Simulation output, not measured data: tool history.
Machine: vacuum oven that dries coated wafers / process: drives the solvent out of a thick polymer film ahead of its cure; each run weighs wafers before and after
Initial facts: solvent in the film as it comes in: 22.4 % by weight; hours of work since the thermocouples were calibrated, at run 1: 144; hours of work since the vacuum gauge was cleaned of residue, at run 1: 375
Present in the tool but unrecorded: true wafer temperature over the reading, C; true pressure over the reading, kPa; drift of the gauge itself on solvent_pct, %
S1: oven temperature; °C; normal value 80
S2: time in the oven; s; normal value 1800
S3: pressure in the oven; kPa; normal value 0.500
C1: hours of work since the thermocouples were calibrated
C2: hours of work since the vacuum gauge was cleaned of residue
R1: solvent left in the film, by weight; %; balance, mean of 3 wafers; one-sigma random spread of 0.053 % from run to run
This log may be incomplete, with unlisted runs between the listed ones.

| run | hour | S1 | S2 | S3 | C1 | C2 | R1 |
|---|---|---|---|---|---|---|---|
| 1 | 0.0 | 80 | 1800 | 0.500 | 144 | 375 | 1.65 |
| 2 | 15.7 | 85 | 1800 | 0.500 | 156 | 387 | 0.95 |
| 3 | 30.8 | 80 | 2160 | 0.500 | 168 | 399 | 1.24 |
| 4 | 40.4 | 80 | 2160 | 0.500 | 175 | 406 | 1.28 |
| 5 | 58.0 | 80 | 2160 | 0.500 | 189 | 420 | 1.33 |
| 6 | 74.5 | 79 | 2160 | 0.500 | 202 | 433 | 1.42 |
| 7 | 90.1 | 80 | 1800 | 0.500 | 214 | 445 | 1.75 |
| 8 | 102.6 | 77 | 1800 | 0.500 | 223 | 454 | 2.49 |
| 9 | 116.5 | 80 | 1800 | 0.500 | 234 | 465 | 1.61 |
| 10 | 129.9 | 80 | 1800 | 0.500 | 244 | 475 | 1.68 |
| 11 | 137.8 | 80 | 1860 | 0.642 | 250 | 481 | 1.75 |
| 12 | 149.2 | 86 | 1860 | 1.118 | 259 | 490 | 1.81 |
| 13 | 167.0 | 86 | 1860 | 1.118 | 273 | 504 | 1.77 |
| 14 | 183.2 | 86 | 1560 | 1.118 | 285 | 516 | 1.87 |
| 15 | 191.9 | 79 | 1800 | 0.500 | 292 | 523 | 1.84 |
| 16 | 199.4 | 79 | 1800 | 1.769 | 298 | 529 | 4.32 |
| 17 | 214.2 | 79 | 1980 | 1.769 | 309 | 540 | 4.08 |

Each row is a separate what-if for the run after 17, all from the same tool condition, not one after another. Results?
| A | 228.9 | 89 | 1860 | 0.858 | 321 | 552 | ? |
| B | 228.9 | 73 | 2640 | 0.705 | 321 | 552 | ? |
| C | 228.9 | 71 | 1800 | 1.341 | 321 | 552 | ? |
| D | 228.9 | 90 | 1080 | 1.335 | 321 | 552 | ? |
| E | 228.9 | 94 | 1980 | 1.769 | 321 | 552 | ? |

| run | R1 |
|---|---|
| A | 1.22 |
| B | 2.90 |
| C | 6.63 |
| D | 2.10 |
| E | 2.00 |
Without the tool's unlogged condition, the same runs would have read:
| run | R1 |
|---|---|
| A | 1.21 |
| B | 2.89 |
| C | 6.61 |
| D | 2.10 |
| E | 2.00 |
